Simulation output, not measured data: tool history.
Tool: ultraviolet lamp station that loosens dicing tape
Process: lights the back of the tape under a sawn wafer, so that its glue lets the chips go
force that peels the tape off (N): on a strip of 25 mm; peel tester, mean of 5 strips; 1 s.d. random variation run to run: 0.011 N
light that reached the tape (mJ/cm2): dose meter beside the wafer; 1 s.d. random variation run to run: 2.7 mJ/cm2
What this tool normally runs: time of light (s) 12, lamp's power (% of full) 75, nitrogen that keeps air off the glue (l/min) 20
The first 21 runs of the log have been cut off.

run,hour,time of light (s),lamp's power (% of full),nitrogen that keeps air off the glue (l/min),force that peels the tape off (N),light that reached the tape (mJ/cm2)
22,389.6,12,78,33,0.656,287
23,414.4,23,69,29,0.291,485
24,435.7,16,69,21,0.609,333
# hour 437.4: window cleaned of glue's vapour
25,449.2,9,75,20,1.490,194
26,464.8,12,85,20,0.758,298
27,481.7,22,85,28,0.268,542
# hour 496.9: window cleaned of glue's vapour, once more
28,496.9,22,85,28,0.245,592
29,514.2,21,88,13,0.283,584
30,530.9,10,66,24,1.302,209
31,544.4,10,66,24,1.286,205
32,555.9,10,66,24,1.377,205
33,570.5,12,75,9,1.141,279
34,597.1,12,75,9,1.223,272
35,611.9,7,75,20,2.013,158
36,624.9,20,75,38,0.309,447
37,640.0,20,75,38,0.321,448
38,655.3,11,70,20,1.186,232
39,668.8,18,75,8,0.636,396
40,688.6,18,75,8,0.647,393
41,710.9,18,75,8,0.659,392
42,734.1,8,98,8,1.751,226

Branching from run 42: 5 alternative next runs. What would each branch give?
A,752.8,12,86,20,?,?
B,752.8,8,98,8,?,?
C,752.8,7,75,35,?,?
D,752.8,19,66,14,?,?
E,752.8,12,75,20,?,?

run,force that peels the tape off (N),light that reached the tape (mJ/cm2)
A,0.811,296
B,1.757,219
C,1.951,145
D,0.619,354
E,0.989,252
Had the tool no hidden state, the same runs would have come out as:
run,force that peels the tape off (N),light that reached the tape (mJ/cm2)
A,0.399,435
B,0.935,324
C,1.076,217
D,0.320,522
E,0.478,373
